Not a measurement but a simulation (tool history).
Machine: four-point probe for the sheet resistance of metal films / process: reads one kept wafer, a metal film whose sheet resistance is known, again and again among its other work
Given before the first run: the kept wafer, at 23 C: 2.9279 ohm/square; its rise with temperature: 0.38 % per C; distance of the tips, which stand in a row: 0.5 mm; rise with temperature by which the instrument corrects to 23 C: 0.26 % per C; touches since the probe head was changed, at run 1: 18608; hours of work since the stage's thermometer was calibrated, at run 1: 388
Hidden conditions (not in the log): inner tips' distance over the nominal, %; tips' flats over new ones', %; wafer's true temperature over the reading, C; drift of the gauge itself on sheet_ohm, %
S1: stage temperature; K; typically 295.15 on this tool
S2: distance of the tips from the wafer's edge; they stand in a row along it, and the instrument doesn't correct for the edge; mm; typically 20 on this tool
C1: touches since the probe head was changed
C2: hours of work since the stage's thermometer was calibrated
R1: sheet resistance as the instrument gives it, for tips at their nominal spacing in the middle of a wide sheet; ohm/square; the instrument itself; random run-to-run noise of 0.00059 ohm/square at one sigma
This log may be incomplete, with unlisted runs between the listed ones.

run 1 hour=0 | S1=295.15 S2=20 | C1=18608 C2=388 | R1=2.902413
run 2 hour=113 | S1=295.15 S2=20 | C1=23018 C2=444 | R1=2.900121
run 3 hour=167.6 | S1=295.15 S2=20 | C1=25152 C2=470 | R1=2.898966
run 4 hour=282.5 | S1=295.15 S2=20 | C1=29635 C2=527 | R1=2.896006
run 5 hour=352.8 | S1=295.15 S2=20 | C1=32383 C2=561 | R1=2.894433
run 6 hour=422.8 | S1=295.15 S2=20 | C1=35115 C2=596 | R1=2.892687
run 7 hour=487.7 | S1=295.15 S2=20 | C1=37647 C2=628 | R1=2.890952
run 8 hour=552.8 | S1=295.15 S2=20 | C1=40189 C2=660 | R1=2.890607
run 9 hour=662.2 | S1=299.15 S2=32 | C1=44462 C2=713 | R1=2.899626
run 10 hour=741.6 | S1=300.15 S2=24 | C1=47559 C2=752 | R1=2.901582
-- hour=752.1 stage's thermometer calibrated
run 11 hour=809.4 | S1=300.15 S2=24 | C1=50188 C2=28 | R1=2.90077
run 12 hour=907.8 | S1=296.15 S2=17 | C1=54031 C2=76 | R1=2.885468
run 13 hour=1017.5 | S1=292.15 S2=17 | C1=58311 C2=130 | R1=2.869326
run 14 hour=1084.8 | S1=291.15 S2=13 | C1=60941 C2=163 | R1=2.865867

Here are 4 independent what-if runs from the current tool condition. What would each one return?
-- hour=1148.3 stage's thermometer calibrated, once more
run A hour=1166.4 | S1=291.15 S2=21 | C1=64107 C2=9 | R1=?
-- hour=1148.3 stage's thermometer calibrated, once more
run B hour=1166.4 | S1=300.15 S2=31 | C1=64107 C2=9 | R1=?
-- hour=1148.3 stage's thermometer calibrated, once more
run C hour=1166.4 | S1=298.15 S2=18 | C1=64107 C2=9 | R1=?
-- hour=1148.3 stage's thermometer calibrated, once more
run D hour=1166.4 | S1=305.15 S2=3 | C1=64107 C2=9 | R1=?

run=A R1=2.858248
run=B R1=2.888476
run=C R1=2.882811
run=D R1=2.947846
Without the tool's unlogged condition, the same runs would have read:
run=A R1=2.911738
run=B R1=2.942487
run=C R1=2.936725
run=D R1=3.002882

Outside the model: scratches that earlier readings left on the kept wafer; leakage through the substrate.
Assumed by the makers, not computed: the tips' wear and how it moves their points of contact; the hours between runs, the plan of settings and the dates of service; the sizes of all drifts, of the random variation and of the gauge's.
